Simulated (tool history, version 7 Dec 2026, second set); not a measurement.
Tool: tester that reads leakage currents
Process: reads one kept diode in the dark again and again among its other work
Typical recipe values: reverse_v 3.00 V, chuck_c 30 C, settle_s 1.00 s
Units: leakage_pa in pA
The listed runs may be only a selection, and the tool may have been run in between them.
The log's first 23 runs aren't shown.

| run | hour | reverse_v | chuck_c | settle_s | hours of work since the probe card was cleaned | hours of work since the tester was calibrated | hours of work since the chuck was calibrated | leakage_pa |
|---|---|---|---|---|---|---|---|---|
| 24 | 2576.6 | 1.08 | 22 | 2.44 | 1877 | 3678 | 849 | 53.65 |
| 25 | 2692.1 | 5.67 | 28 | 0.33 | 1952 | 3753 | 923 | 226.81 |
| 26 | 2782.1 | 3.00 | 48 | 0.72 | 2010 | 3811 | 982 | 936.30 |
| 27 | 2919.0 | 1.77 | 23 | 1.61 | 2099 | 3900 | 1070 | 75.80 |
| 28 | 3002.5 | 4.87 | 26 | 1.61 | 2153 | 3954 | 1124 | 170.68 |
| 29 | 3084.0 | 2.53 | 43 | 3.75 | 2206 | 4007 | 1177 | 565.42 |
| 30 | 3160.2 | 3.00 | 30 | 5.96 | 2255 | 4056 | 1227 | 192.46 |
|  | 3272.7 | probe card cleaned and baked |
| 31 | 3318.5 | 3.00 | 30 | 5.96 | 30 | 4157 | 1327 | 193.34 |
| 32 | 3394.9 | 9.55 | 30 | 1.00 | 79 | 4206 | 1377 | 350.02 |
| 33 | 3552.3 | 3.00 | 34 | 1.00 | 181 | 4308 | 1479 | 278.97 |
| 34 | 3642.5 | 3.00 | 51 | 0.33 | 240 | 4367 | 1537 | 1206.20 |
| 35 | 3779.0 | 2.38 | 30 | 3.82 | 328 | 4455 | 1626 | 172.33 |
| 36 | 3885.7 | 2.38 | 30 | 3.82 | 397 | 4524 | 1695 | 172.30 |
| 37 | 3971.2 | 2.38 | 30 | 3.82 | 453 | 4580 | 1750 | 172.49 |
| 38 | 4061.0 | 2.38 | 30 | 3.82 | 511 | 4638 | 1808 | 171.96 |

3 options for the next run, each taken on its own from the tool as it stands now. Forecast them:
| A | 4142.9 | 3.32 | 30 | 5.74 | 564 | 4691 | 1861 | ? |
| B | 4142.9 | 12.84 | 30 | 3.82 | 564 | 4691 | 1861 | ? |
| C | 4142.9 | 1.76 | 40 | 0.95 | 564 | 4691 | 1861 | ? |

| run | leakage_pa |
|---|---|
| A | 203.98 |
| B | 407.35 |
| C | 362.60 |
Had the tool no hidden state, the same runs would have come out as:
| run | leakage_pa |
|---|---|
| A | 203.55 |
| B | 406.48 |
| C | 361.88 |
